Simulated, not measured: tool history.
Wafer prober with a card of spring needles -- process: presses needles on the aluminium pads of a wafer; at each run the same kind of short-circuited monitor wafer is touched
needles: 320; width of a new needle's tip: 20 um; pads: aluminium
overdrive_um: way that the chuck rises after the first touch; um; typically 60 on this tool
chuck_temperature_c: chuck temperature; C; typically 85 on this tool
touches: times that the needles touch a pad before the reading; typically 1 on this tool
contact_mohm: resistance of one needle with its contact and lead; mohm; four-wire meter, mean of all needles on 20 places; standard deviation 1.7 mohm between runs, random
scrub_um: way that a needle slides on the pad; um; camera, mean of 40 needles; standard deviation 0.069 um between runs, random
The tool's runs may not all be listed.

| run | hour | overdrive_um | chuck_temperature_c | touches | contact_mohm | scrub_um |
|---|---|---|---|---|---|---|
| 1 | 0 | 60 | 85 | 1 | 290 | 16.03 |
|  | 2.8 | tips cleaned on abrasive film |
|  | 20.9 | tips cleaned on abrasive film |
|  | 39.6 | tips cleaned on abrasive film |
| 2 | 50.3 | 60 | 43 | 1 | 253 | 15.95 |
|  | 59.8 | tips cleaned on abrasive film |
|  | 78.3 | tips cleaned on abrasive film |
| 3 | 88 | 60 | 85 | 1 | 261 | 15.84 |
|  | 99.6 | tips cleaned on abrasive film |
|  | 118.1 | tips cleaned on abrasive film |
| 4 | 120.7 | 60 | 85 | 1 | 206 | 15.8 |
|  | 137.8 | tips cleaned on abrasive film |
|  | 141.9 | height of the first contact set anew |
|  | 156.9 | tips cleaned on abrasive film |
| 5 | 171.2 | 60 | 85 | 1 | 282 | 15.49 |
|  | 177.5 | tips cleaned on abrasive film |
|  | 196.5 | tips cleaned on abrasive film |
|  | 216.4 | tips cleaned on abrasive film |
| 6 | 216.9 | 60 | 85 | 1 | 181 | 15.5 |
|  | 235.5 | tips cleaned on abrasive film |
|  | 256.8 | tips cleaned on abrasive film |
| 7 | 262.5 | 63 | 85 | 2 | 208 | 16.24 |
|  | 276.1 | tips cleaned on abrasive film |
|  | 296.5 | tips cleaned on abrasive film |
| 8 | 307.3 | 60 | 94 | 2 | 227 | 15.44 |
|  | 314.7 | tips cleaned on abrasive film |
| 9 | 332 | 60 | 94 | 2 | 247 | 15.23 |
|  | 334.8 | tips cleaned on abrasive film |
|  | 353.2 | tips cleaned on abrasive film |
|  | 373.5 | tips cleaned on abrasive film |
| 10 | 375.1 | 60 | 94 | 2 | 185 | 15.24 |

Below, each run's measurement less what the same run would have read without the hidden state. Both values contain the same run-to-run variation, but the gauge's scatter may not be the same in both:
Hidden state at play: debris on the tips, nm; way that the needles fall short of the set height, um; tips' diameter, um; drift of the gauge itself on contact_mohm, %; drift of the gauge itself on scrub_um, %.
| run | contact_mohm | scrub_um |
|---|---|---|
| 1 | +124 | -0.36 |
| 2 | +96 | -0.46 |
| 3 | +93 | -0.54 |
| 4 | +37 | -0.6 |
| 5 | +113 | -0.8 |
| 6 | +15 | -0.91 |
| 7 | +43 | -0.97 |
| 8 | +61 | -1.02 |
| 9 | +78 | -1.06 |
| 10 | +19 | -1.18 |

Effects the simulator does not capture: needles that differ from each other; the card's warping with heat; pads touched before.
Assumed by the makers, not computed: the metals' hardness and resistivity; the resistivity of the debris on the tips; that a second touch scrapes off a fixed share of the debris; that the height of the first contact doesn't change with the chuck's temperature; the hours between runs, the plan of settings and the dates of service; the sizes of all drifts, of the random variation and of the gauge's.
